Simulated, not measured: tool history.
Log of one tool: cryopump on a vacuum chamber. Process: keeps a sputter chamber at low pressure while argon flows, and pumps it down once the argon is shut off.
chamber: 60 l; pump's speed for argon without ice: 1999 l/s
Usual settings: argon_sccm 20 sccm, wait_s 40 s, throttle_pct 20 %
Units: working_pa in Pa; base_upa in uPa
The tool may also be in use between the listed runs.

run 1 hour=0 | argon_sccm=20 wait_s=40 throttle_pct=20 | working_pa=0.0845 base_upa=1.16
run 2 hour=25.9 | argon_sccm=20 wait_s=40 throttle_pct=20 | working_pa=0.0854 base_upa=1.19
run 3 hour=40.1 | argon_sccm=20 wait_s=84 throttle_pct=20 | working_pa=0.0855 base_upa=0.84
run 4 hour=69.5 | argon_sccm=20 wait_s=84 throttle_pct=20 | working_pa=0.0856 base_upa=0.84
run 5 hour=102.7 | argon_sccm=20 wait_s=84 throttle_pct=20 | working_pa=0.0852 base_upa=0.88
run 6 hour=133.7 | argon_sccm=20 wait_s=84 throttle_pct=20 | working_pa=0.0864 base_upa=0.95
run 7 hour=156.8 | argon_sccm=11 wait_s=40 throttle_pct=20 | working_pa=0.0476 base_upa=1.27
run 8 hour=190.3 | argon_sccm=11 wait_s=40 throttle_pct=20 | working_pa=0.0477 base_upa=1.35
run 9 hour=212.6 | argon_sccm=11 wait_s=40 throttle_pct=20 | working_pa=0.047 base_upa=1.31
run 10 hour=237.6 | argon_sccm=11 wait_s=40 throttle_pct=49 | working_pa=0.0199 base_upa=1.39
run 11 hour=264.5 | argon_sccm=11 wait_s=40 throttle_pct=49 | working_pa=0.0202 base_upa=1.38
run 12 hour=281.5 | argon_sccm=11 wait_s=40 throttle_pct=49 | working_pa=0.0195 base_upa=1.41
run 13 hour=312.1 | argon_sccm=20 wait_s=213 throttle_pct=20 | working_pa=0.0871 base_upa=0.79
run 14 hour=327.8 | argon_sccm=20 wait_s=213 throttle_pct=20 | working_pa=0.0869 base_upa=0.84
run 15 hour=357.9 | argon_sccm=20 wait_s=40 throttle_pct=20 | working_pa=0.0874 base_upa=1.49
run 16 hour=377.3 | argon_sccm=20 wait_s=40 throttle_pct=20 | working_pa=0.0863 base_upa=1.44
run 17 hour=404.4 | argon_sccm=20 wait_s=40 throttle_pct=17 | working_pa=0.102 base_upa=1.51
run 18 hour=430.5 | argon_sccm=20 wait_s=40 throttle_pct=17 | working_pa=0.1014 base_upa=1.48
run 19 hour=450.5 | argon_sccm=20 wait_s=40 throttle_pct=17 | working_pa=0.1021 base_upa=1.48
run 20 hour=483.9 | argon_sccm=20 wait_s=40 throttle_pct=17 | working_pa=0.102 base_upa=1.56
run 21 hour=506 | argon_sccm=20 wait_s=40 throttle_pct=17 | working_pa=0.1016 base_upa=1.56
-- hour=525.5 pump warmed up, emptied and cooled again
run 22 hour=535.6 | argon_sccm=32 wait_s=100 throttle_pct=52 | working_pa=0.0526 base_upa=1.05
run 23 hour=551 | argon_sccm=27 wait_s=24 throttle_pct=24 | working_pa=0.0959 base_upa=2
run 24 hour=583.6 | argon_sccm=14 wait_s=40 throttle_pct=20 | working_pa=0.06 base_upa=1.62
run 25 hour=616.4 | argon_sccm=14 wait_s=40 throttle_pct=20 | working_pa=0.0594 base_upa=1.62
run 26 hour=636.9 | argon_sccm=10 wait_s=86 throttle_pct=41 | working_pa=0.0207 base_upa=1.21
run 27 hour=659.2 | argon_sccm=23 wait_s=77 throttle_pct=26 | working_pa=0.0757 base_upa=1.22
run 28 hour=691.7 | argon_sccm=23 wait_s=95 throttle_pct=28 | working_pa=0.0712 base_upa=1.22
run 29 hour=721.3 | argon_sccm=23 wait_s=95 throttle_pct=28 | working_pa=0.0699 base_upa=1.22
run 30 hour=745.9 | argon_sccm=8 wait_s=133 throttle_pct=46 | working_pa=0.0149 base_upa=1.19
run 31 hour=774.1 | argon_sccm=12 wait_s=40 throttle_pct=59 | working_pa=0.018 base_upa=1.8
run 32 hour=800.4 | argon_sccm=12 wait_s=40 throttle_pct=59 | working_pa=0.018 base_upa=1.71
run 33 hour=832.5 | argon_sccm=12 wait_s=251 throttle_pct=20 | working_pa=0.052 base_upa=1.13

Some steps in working_pa between neighbouring runs. How much of each would the tool show without its hidden state too (settings, what came in, random variation), and how much is left for the hidden state, with any gauge scatter that isn't in both results?
The hidden state here: pump's speed, % of a pump's without ice; cold plate's temperature, K; leak into the chamber, uPa l/s; drift of the gauge itself on working_pa, %; drift of the gauge itself on base_upa, %.
Run 6 -> 7: argon_sccm 20 -> 11, wait_s 84 -> 40. working_pa -0.0388 Pa: hidden state -0.0007, all else -0.0381.
Run 12 -> 13: argon_sccm 11 -> 20, wait_s 40 -> 213, throttle_pct 49 -> 20. working_pa +0.0676 Pa: hidden state +0.001, all else +0.0666.
Run 21 -> 22: argon_sccm 20 -> 32, wait_s 40 -> 100, throttle_pct 17 -> 52, pump warmed up, emptied and cooled again. working_pa -0.049 Pa: hidden state -0.0021, all else -0.0469.
Run 26 -> 27: argon_sccm 10 -> 23, wait_s 86 -> 77, throttle_pct 41 -> 26. working_pa +0.055 Pa: hidden state +0.0004, all else +0.0546.
Run 29 -> 30: argon_sccm 23 -> 8, wait_s 95 -> 133, throttle_pct 28 -> 46. working_pa -0.055 Pa: hidden state -0.0006, all else -0.0544.

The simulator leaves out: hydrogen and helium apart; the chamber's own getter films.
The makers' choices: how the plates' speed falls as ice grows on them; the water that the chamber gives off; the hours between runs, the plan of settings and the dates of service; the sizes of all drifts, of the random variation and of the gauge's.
